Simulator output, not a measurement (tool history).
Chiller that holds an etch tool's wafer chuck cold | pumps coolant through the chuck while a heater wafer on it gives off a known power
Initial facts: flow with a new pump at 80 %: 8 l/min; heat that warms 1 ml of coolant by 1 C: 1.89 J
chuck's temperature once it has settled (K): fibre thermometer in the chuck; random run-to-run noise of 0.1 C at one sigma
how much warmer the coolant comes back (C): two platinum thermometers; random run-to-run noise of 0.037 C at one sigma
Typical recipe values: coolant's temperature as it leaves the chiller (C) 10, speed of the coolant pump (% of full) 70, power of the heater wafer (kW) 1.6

run,hour,coolant's temperature as it leaves the chiller (C),speed of the coolant pump (% of full),power of the heater wafer (kW),chuck's temperature once it has settled (K),how much warmer the coolant comes back (C)
1,0,10,70,1.6,295.55,7.25
2,23.5,10,70,1.6,295.35,7.28
3,52.3,10,70,1.6,295.25,7.27
4,83.7,10,70,2.13,299.45,9.63
5,110.3,12,70,1.6,297.65,7.37
6,132,10,70,2.313,300.75,10.52
7,156.2,10,70,2.313,300.85,10.59
8,192.6,10,70,2.313,300.95,10.6
9,236.1,10,70,2.313,300.75,10.67
10,254.6,10,70,2.313,300.75,10.63
11,273.3,10,70,2.313,300.85,10.61
12,316.1,10,70,2.313,300.85,10.69
13,361.3,10,70,2.313,300.85,10.66
14,402.2,10,70,2.313,300.85,10.76
15,433.6,10,70,2.313,300.95,10.69
16,462.5,10,70,2.313,300.95,10.46
17,492.9,3,70,1.921,290.75,8.67
18,525.8,10,70,1.921,297.85,8.75
19,566.1,10,70,1.921,297.85,8.74
20,602.2,10,64,1.798,297.85,9.01
21,635.7,15,64,1.291,298.65,6.55
22,676.3,15,64,1.291,298.85,6.59
23,696.2,4,78,1.6,288.35,6.76
24,723.8,4,78,1.6,288.65,6.63
25,764.9,4,78,1.6,288.35,6.68
26,794.9,10,98,1.6,292.55,5.39
27,822.4,13,87,1.6,296.65,6.09
28,857.9,13,87,1.6,296.55,6.09
29,898.2,13,87,1.6,296.45,6.13
30,941.7,13,88,2.134,299.85,8.05

Not shown: 2 entries that the log had between the listed runs. Between which runs, and how does the tool's hidden state differ before and after?
Logged between run 15 and run 16: gauge calibrated (hour 445.7)
  drift of the gauge itself on warmer_back_c, C: 0.26 -> 0.01
  what was measured, less what the result would be without the hidden state, how much warmer the coolant comes back (C): +0.26 -> +0.01
Logged between run 22 and run 23: chiller's thermometer calibrated (hour 693.9)
  drift of the gauge itself on warmer_back_c, C: 0.14 -> 0.15
  what was measured, less what the result would be without the hidden state, how much warmer the coolant comes back (C): +0.13 -> +0.15
